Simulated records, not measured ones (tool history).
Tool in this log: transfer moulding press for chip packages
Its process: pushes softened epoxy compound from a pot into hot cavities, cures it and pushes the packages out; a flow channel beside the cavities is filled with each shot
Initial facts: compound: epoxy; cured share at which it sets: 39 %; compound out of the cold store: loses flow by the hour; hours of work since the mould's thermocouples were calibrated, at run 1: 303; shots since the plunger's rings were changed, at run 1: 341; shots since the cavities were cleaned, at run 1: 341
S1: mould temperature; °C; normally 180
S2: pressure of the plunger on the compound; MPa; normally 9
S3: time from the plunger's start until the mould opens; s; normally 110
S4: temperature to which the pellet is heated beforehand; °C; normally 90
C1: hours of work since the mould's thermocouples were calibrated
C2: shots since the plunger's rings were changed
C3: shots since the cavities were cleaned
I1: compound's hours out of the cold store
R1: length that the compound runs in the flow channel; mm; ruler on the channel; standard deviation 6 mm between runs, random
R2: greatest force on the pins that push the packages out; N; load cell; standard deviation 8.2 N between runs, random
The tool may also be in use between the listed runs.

run	day	S1	S2	S3	S4	C1	C2	C3	I1	R1	R2
1	0	180	9	110	90	303	341	341	20.9	693	472
2	1.104	180	7.58	110	90	319	630	630	44.9	584	546
# day 3.417: cavities cleaned with cleaning compound and waxed
3	3.704	180	7.58	110	90	356	1294	75	47.9	566	361
4	5.904	180	9	98	90	389	1870	651	46	629	655
# day 7.983: cavities cleaned with cleaning compound and waxed
5	8.062	180	9	98	90	419	2418	21	37.4	641	420
6	10.638	180	9	98	90	457	3092	695	30.6	654	709
7	11.788	180	7.53	110	90	474	3393	996	30	596	610
# day 12.721: cavities cleaned with cleaning compound and waxed
8	13.771	180	7.53	110	90	502	3896	275	32.5	586	439
9	15.817	180	9	110	90	532	4431	810	29.4	650	598
# day 17.329: cavities cleaned with cleaning compound and waxed
10	18.021	180	9	110	90	564	4992	181	17	672	416
11	20.458	173	8.44	96	90	599	5629	818	24.5	652	1260
# day 21.967: cavities cleaned with cleaning compound and waxed
12	22.442	173	7.54	96	90	628	6132	124	33.8	586	848
13	25.054	173	7.54	96	90	666	6816	808	33.3	585	1226
# day 25.325: plunger's sealing rings changed
14	26.296	173	7.43	96	83	683	255	1106	40.7	601	1259
# day 26.742: cavities cleaned with cleaning compound and waxed
15	28.408	180	7.69	148	90	713	791	436	47.9	576	384
16	29.817	180	7.69	148	90	733	1160	805	13.6	649	444
# day 31.388: cavities cleaned with cleaning compound and waxed
17	31.612	183	9	106	85	759	1613	58	26.8	670	344
18	33.962	180	8.61	100	90	793	2228	673	22.1	666	629

Take each entry between the runs: how does the hidden state at the last listed run before it differ from the hidden state at the first listed run after it?
Runs 2 to 3: cavities cleaned with cleaning compound and waxed (day 3.417)
  true mould temperature over the reading, C: 0.59 -> 0.65; pressure that reaches the compound, % of what is set: 98.39 -> 97.43; grip of the stained cavities, % over clean ones': 61.9 -> 10
  the result without the hidden state subtracted from the measured one, R1: -6 -> -9 mm; R2: +199 -> +22 N
Runs 4 to 5: cavities cleaned with cleaning compound and waxed (day 7.983)
  true mould temperature over the reading, C: 0.69 -> 0.74; pressure that reaches the compound, % of what is set: 96.48 -> 95.5; grip of the stained cavities, % over clean ones': 61.9 -> 4.7
  the result without the hidden state subtracted from the measured one, R1: -13 -> -17 mm; R2: +231 -> -2 N
Runs 7 to 8: cavities cleaned with cleaning compound and waxed (day 12.721)
  true mould temperature over the reading, C: 0.83 -> 0.87; pressure that reaches the compound, % of what is set: 93.84 -> 92.97; grip of the stained cavities, % over clean ones': 81.3 -> 33.4
  the result without the hidden state subtracted from the measured one, R1: -22 -> -23 mm; R2: +261 -> +94 N
Runs 9 to 10: cavities cleaned with cleaning compound and waxed (day 17.329)
  true mould temperature over the reading, C: 0.92 -> 0.97; pressure that reaches the compound, % of what is set: 92.04 -> 91.08; grip of the stained cavities, % over clean ones': 74.5 -> 22.7
  the result without the hidden state subtracted from the measured one, R1: -30 -> -35 mm; R2: +239 -> +58 N
Runs 11 to 12: cavities cleaned with cleaning compound and waxed (day 21.967)
  true mould temperature over the reading, C: 1.02 -> 1.06; pressure that reaches the compound, % of what is set: 90.07 -> 89.2; grip of the stained cavities, % over clean ones': 74.1 -> 18.1
  the result without the hidden state subtracted from the measured one, R1: -38 -> -38 mm; R2: +487 -> +80 N
Runs 13 to 14: plunger's sealing rings changed (day 25.325)
  true mould temperature over the reading, C: 1.12 -> 1.14; pressure that reaches the compound, % of what is set: 88.01 -> 98.9; grip of the stained cavities, % over clean ones': 72.5 -> 86.3
  the result without the hidden state subtracted from the measured one, R1: -42 -> -6 mm; R2: +463 -> +531 N
Runs 14 to 15: cavities cleaned with cleaning compound and waxed (day 26.742)
  true mould temperature over the reading, C: 1.14 -> 1.19; pressure that reaches the compound, % of what is set: 98.9 -> 97.9; grip of the stained cavities, % over clean ones': 86.3 -> 49.4
  the result without the hidden state subtracted from the measured one, R1: -6 -> -9 mm; R2: +531 -> +127 N
Runs 16 to 17: cavities cleaned with cleaning compound and waxed (day 31.388)
  true mould temperature over the reading, C: 1.22 -> 1.25; pressure that reaches the compound, % of what is set: 97.28 -> 96.52; grip of the stained cavities, % over clean ones': 73.6 -> 7.8
  the result without the hidden state subtracted from the measured one, R1: -12 -> -15 mm; R2: +185 -> +6 N
